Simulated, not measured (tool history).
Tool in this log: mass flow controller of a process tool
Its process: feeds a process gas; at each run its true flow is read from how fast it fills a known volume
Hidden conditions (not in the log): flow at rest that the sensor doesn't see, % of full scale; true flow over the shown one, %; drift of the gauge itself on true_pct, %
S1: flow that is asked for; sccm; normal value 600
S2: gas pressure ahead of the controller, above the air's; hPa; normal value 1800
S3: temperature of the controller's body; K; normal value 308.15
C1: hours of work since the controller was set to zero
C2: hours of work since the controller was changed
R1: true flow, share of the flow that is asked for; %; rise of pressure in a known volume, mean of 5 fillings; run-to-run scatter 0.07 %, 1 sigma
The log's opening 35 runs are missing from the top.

run,hour,S1,S2,S3,C1,C2,R1
36,4253.2,565,2030,304.15,285,4038,100.3
37,4403.9,179,1730,300.15,379,4132,101.31
38,4554,179,1730,300.15,473,4226,101.34
39,4668.1,179,1730,300.15,544,4297,101.58
40,4737.8,600,2750,303.15,588,4340,100.29
41,4836.5,276,2090,308.15,649,4402,100.36
42,4941.7,600,2560,308.15,715,4468,99.86
43,5114.4,600,2230,308.15,823,4575,100.15
44,5230.2,380,1930,312.15,895,4648,99.97
45,5399.1,600,1800,306.15,1000,4753,100.73
46,5512.5,600,1800,306.15,1071,4824,100.74
47,5597.1,600,1800,306.15,1124,4877,100.79

5 ways to go on from here, each from the tool as it stands after run 47. What would each give?
A,5731.9,600,2640,297.15,1208,4961,?
B,5731.9,600,1670,308.15,1208,4961,?
C,5731.9,600,1800,310.15,1208,4961,?
D,5731.9,600,1490,308.15,1208,4961,?
E,5731.9,600,1480,308.15,1208,4961,?

run,R1
A,101.55
B,100.7
C,100.4
D,100.65
E,100.66
Without the tool's hidden state the same runs would have given:
run,R1
A,99.65
B,98.81
C,98.51
D,98.75
E,98.77

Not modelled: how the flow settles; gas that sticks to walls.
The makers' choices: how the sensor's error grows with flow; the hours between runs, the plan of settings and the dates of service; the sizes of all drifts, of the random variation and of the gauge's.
